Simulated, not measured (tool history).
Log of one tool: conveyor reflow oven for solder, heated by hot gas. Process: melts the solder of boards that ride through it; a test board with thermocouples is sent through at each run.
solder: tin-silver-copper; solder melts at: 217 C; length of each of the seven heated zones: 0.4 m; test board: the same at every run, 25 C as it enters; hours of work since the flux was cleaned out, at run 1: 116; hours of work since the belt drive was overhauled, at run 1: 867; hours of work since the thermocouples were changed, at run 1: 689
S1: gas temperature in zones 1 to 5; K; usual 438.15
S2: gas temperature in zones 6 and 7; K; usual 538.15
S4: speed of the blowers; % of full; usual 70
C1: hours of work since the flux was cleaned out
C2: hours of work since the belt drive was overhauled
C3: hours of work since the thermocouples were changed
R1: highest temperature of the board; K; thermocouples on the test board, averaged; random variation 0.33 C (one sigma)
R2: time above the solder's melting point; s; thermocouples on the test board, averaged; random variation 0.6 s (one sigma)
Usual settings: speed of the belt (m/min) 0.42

run 1 hour=0 | S1=438.15 S2=538.15 speed_of_the_belt_(m/min)=0.42 S4=70 | C1=116 C2=867 C3=689 | R1=528.45 R2=88.5
run 2 hour=26.3 | S1=438.15 S2=538.15 speed_of_the_belt_(m/min)=0.42 S4=70 | C1=129 C2=880 C3=702 | R1=528.65 R2=86.9
run 3 hour=71.9 | S1=438.15 S2=538.15 speed_of_the_belt_(m/min)=0.42 S4=70 | C1=152 C2=902 C3=724 | R1=528.65 R2=87.6
run 4 hour=111.5 | S1=438.15 S2=538.15 speed_of_the_belt_(m/min)=0.42 S4=70 | C1=171 C2=922 C3=743 | R1=528.45 R2=87.8
run 5 hour=155.1 | S1=438.15 S2=538.15 speed_of_the_belt_(m/min)=0.42 S4=70 | C1=192 C2=943 C3=765 | R1=528.65 R2=88.8
run 6 hour=198.7 | S1=438.15 S2=538.15 speed_of_the_belt_(m/min)=0.42 S4=70 | C1=213 C2=964 C3=786 | R1=528.55 R2=88.6
run 7 hour=220.3 | S1=438.15 S2=538.15 speed_of_the_belt_(m/min)=0.42 S4=70 | C1=224 C2=975 C3=797 | R1=528.25 R2=87.7
-- hour=250 thermocouples of zones 6 and 7 changed
run 8 hour=262 | S1=438.15 S2=542.15 speed_of_the_belt_(m/min)=0.42 S4=70 | C1=243 C2=994 C3=6 | R1=530.05 R2=90.1
run 9 hour=285.7 | S1=438.15 S2=542.15 speed_of_the_belt_(m/min)=0.42 S4=70 | C1=255 C2=1006 C3=17 | R1=530.45 R2=89.4
run 10 hour=318.2 | S1=438.15 S2=542.15 speed_of_the_belt_(m/min)=0.42 S4=70 | C1=271 C2=1021 C3=33 | R1=530.25 R2=89.4
run 11 hour=354.1 | S1=438.15 S2=541.15 speed_of_the_belt_(m/min)=0.42 S4=70 | C1=288 C2=1039 C3=51 | R1=529.05 R2=89
run 12 hour=399.9 | S1=438.15 S2=538.15 speed_of_the_belt_(m/min)=0.42 S4=70 | C1=311 C2=1061 C3=73 | R1=526.65 R2=86
run 13 hour=430.2 | S1=438.15 S2=538.15 speed_of_the_belt_(m/min)=0.42 S4=70 | C1=325 C2=1076 C3=88 | R1=526.25 R2=86.7
run 14 hour=471.6 | S1=438.15 S2=538.15 speed_of_the_belt_(m/min)=0.42 S4=70 | C1=346 C2=1096 C3=108 | R1=526.95 R2=85.5
-- hour=509.1 flux residue cleaned out of gas plates and filters
run 15 hour=511.4 | S1=425.15 S2=538.15 speed_of_the_belt_(m/min)=0.42 S4=70 | C1=1 C2=1113 C3=125 | R1=526.25 R2=80.4
run 16 hour=543.8 | S1=438.15 S2=529.15 speed_of_the_belt_(m/min)=0.42 S4=70 | C1=17 C2=1129 C3=141 | R1=518.85 R2=78.8
run 17 hour=573.8 | S1=438.15 S2=544.15 speed_of_the_belt_(m/min)=0.395 S4=70 | C1=32 C2=1144 C3=156 | R1=534.75 R2=100.8
run 18 hour=619.4 | S1=438.15 S2=553.15 speed_of_the_belt_(m/min)=0.42 S4=85 | C1=54 C2=1166 C3=178 | R1=543.25 R2=100.7
run 19 hour=665.2 | S1=438.15 S2=553.15 speed_of_the_belt_(m/min)=0.42 S4=85 | C1=76 C2=1188 C3=200 | R1=543.35 R2=101.2
run 20 hour=704.2 | S1=438.15 S2=553.15 speed_of_the_belt_(m/min)=0.42 S4=85 | C1=95 C2=1207 C3=219 | R1=543.15 R2=100.5
run 21 hour=732.1 | S1=438.15 S2=553.15 speed_of_the_belt_(m/min)=0.42 S4=85 | C1=109 C2=1221 C3=233 | R1=543.15 R2=100.9
run 22 hour=759.9 | S1=428.15 S2=528.15 speed_of_the_belt_(m/min)=0.42 S4=70 | C1=122 C2=1235 C3=246 | R1=517.05 R2=71.5
run 23 hour=789.9 | S1=438.15 S2=546.15 speed_of_the_belt_(m/min)=0.42 S4=67 | C1=137 C2=1249 C3=261 | R1=534.45 R2=94
run 24 hour=810.1 | S1=451.15 S2=534.15 speed_of_the_belt_(m/min)=0.417 S4=70 | C1=147 C2=1259 C3=271 | R1=525.25 R2=92.9
run 25 hour=842.8 | S1=451.15 S2=534.15 speed_of_the_belt_(m/min)=0.417 S4=70 | C1=163 C2=1275 C3=287 | R1=525.85 R2=94.1
run 26 hour=872.5 | S1=438.15 S2=538.15 speed_of_the_belt_(m/min)=0.485 S4=70 | C1=177 C2=1290 C3=301 | R1=523.05 R2=70.2
run 27 hour=902.5 | S1=438.15 S2=538.15 speed_of_the_belt_(m/min)=0.485 S4=70 | C1=192 C2=1304 C3=316 | R1=523.15 R2=70.3
run 28 hour=944 | S1=438.15 S2=538.15 speed_of_the_belt_(m/min)=0.485 S4=70 | C1=212 C2=1324 C3=336 | R1=523.35 R2=70.1
run 29 hour=985.6 | S1=438.15 S2=538.15 speed_of_the_belt_(m/min)=0.42 S4=68 | C1=233 C2=1345 C3=357 | R1=527.65 R2=87.8
run 30 hour=1028.1 | S1=440.15 S2=540.15 speed_of_the_belt_(m/min)=0.427 S4=53 | C1=253 C2=1366 C3=377 | R1=527.25 R2=86
run 31 hour=1050.7 | S1=440.15 S2=540.15 speed_of_the_belt_(m/min)=0.427 S4=53 | C1=264 C2=1377 C3=388 | R1=527.05 R2=85.2

4 ways to go on from here, each from the tool as it stands after run 31. What would each give?
run A hour=1078.1 | S1=428.15 S2=538.15 speed_of_the_belt_(m/min)=0.396 S4=70 | C1=278 C2=1390 C3=402 | R1=? R2=?
run B hour=1078.1 | S1=440.15 S2=526.15 speed_of_the_belt_(m/min)=0.397 S4=67 | C1=278 C2=1390 C3=402 | R1=? R2=?
run C hour=1078.1 | S1=427.15 S2=527.15 speed_of_the_belt_(m/min)=0.342 S4=70 | C1=278 C2=1390 C3=402 | R1=? R2=?
run D hour=1078.1 | S1=440.15 S2=531.15 speed_of_the_belt_(m/min)=0.402 S4=53 | C1=278 C2=1390 C3=402 | R1=? R2=?

run=A R1=528.25 R2=89.3
run=B R1=517.95 R2=82.7
run=C R1=521.55 R2=98.5
run=D R1=521.25 R2=82.9
Without the tool's hidden state the same runs would have given:
run=A R1=527.55 R2=87.1
run=B R1=517.15 R2=80.3
run=C R1=520.75 R2=95.8
run=D R1=520.45 R2=80.3
